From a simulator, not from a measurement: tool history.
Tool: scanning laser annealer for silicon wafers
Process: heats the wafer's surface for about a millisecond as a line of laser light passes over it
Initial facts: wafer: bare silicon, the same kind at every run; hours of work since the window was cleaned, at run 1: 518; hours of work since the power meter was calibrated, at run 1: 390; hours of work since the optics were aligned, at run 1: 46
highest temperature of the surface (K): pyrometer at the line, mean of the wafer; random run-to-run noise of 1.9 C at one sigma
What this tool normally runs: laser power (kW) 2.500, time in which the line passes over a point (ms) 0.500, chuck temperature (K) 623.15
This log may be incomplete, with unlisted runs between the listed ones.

run,hour,laser power (kW),time in which the line passes over a point (ms),chuck temperature (K),hours of work since the window was cleaned,hours of work since the power meter was calibrated,hours of work since the optics were aligned,highest temperature of the surface (K)
1,0.0,2.500,0.500,623.15,518,390,46,1435.15
2,17.1,2.500,0.500,623.15,529,402,57,1433.15
3,36.0,2.500,0.500,623.15,542,415,70,1432.15
4,58.9,2.500,0.500,623.15,558,430,86,1434.15
5,68.7,2.500,0.500,623.15,564,437,92,1434.15
6,85.2,2.500,0.500,623.15,576,448,104,1430.15
7,96.0,2.500,0.500,623.15,583,455,111,1431.15
8,117.0,2.500,0.500,623.15,597,470,125,1434.15
9,127.4,2.500,0.500,623.15,604,477,132,1431.15
10,150.4,2.500,0.500,623.15,620,492,148,1427.15
11,161.3,2.500,0.500,623.15,627,500,155,1426.15
12,184.7,2.500,0.500,623.15,643,516,171,1428.15
13,205.1,2.500,0.491,623.15,657,530,185,1418.15
14,221.7,2.500,0.491,623.15,668,541,196,1418.15
15,240.8,2.500,0.355,623.15,681,554,209,1301.15
# hour 253.7: window over the wafer cleaned
16,254.6,2.604,0.518,650.15,1,562,217,1551.15
17,277.8,2.424,0.618,612.15,16,578,233,1501.15
18,289.8,2.376,0.405,591.15,24,586,241,1292.15
19,303.2,2.376,0.405,591.15,34,595,250,1296.15
20,320.4,2.376,0.405,591.15,45,607,262,1296.15
21,334.1,2.376,0.405,591.15,55,616,271,1294.15
22,345.6,2.593,0.482,593.15,62,624,279,1452.15
23,359.2,2.593,0.482,614.15,72,633,289,1472.15
24,378.1,2.224,0.499,649.15,85,646,301,1360.15
25,396.2,2.135,0.390,649.15,97,658,314,1248.15
26,410.5,2.461,0.390,621.15,107,668,323,1341.15
27,426.6,2.500,0.483,660.15,118,679,334,1472.15
28,449.3,2.298,0.426,619.15,133,694,350,1302.15
29,472.2,2.569,0.436,617.15,148,710,365,1421.15

Each run again, without the hidden state but with its own random variation kept:
Hidden state present: light that passes the window, % of a clean one's; laser's true power over the reading, %; width of the line over the set one, %; drift of the gauge itself on peak_c, C.
run,highest temperature of the surface (K)
1,1463.15
2,1462.15
3,1462.15
4,1465.15
5,1466.15
6,1462.15
7,1464.15
8,1468.15
9,1465.15
10,1462.15
11,1462.15
12,1466.15
13,1456.15
14,1456.15
15,1335.15
16,1555.15
17,1506.15
18,1296.15
19,1301.15
20,1301.15
21,1301.15
22,1460.15
23,1481.15
24,1368.15
25,1256.15
26,1351.15
27,1484.15
28,1313.15
29,1435.15
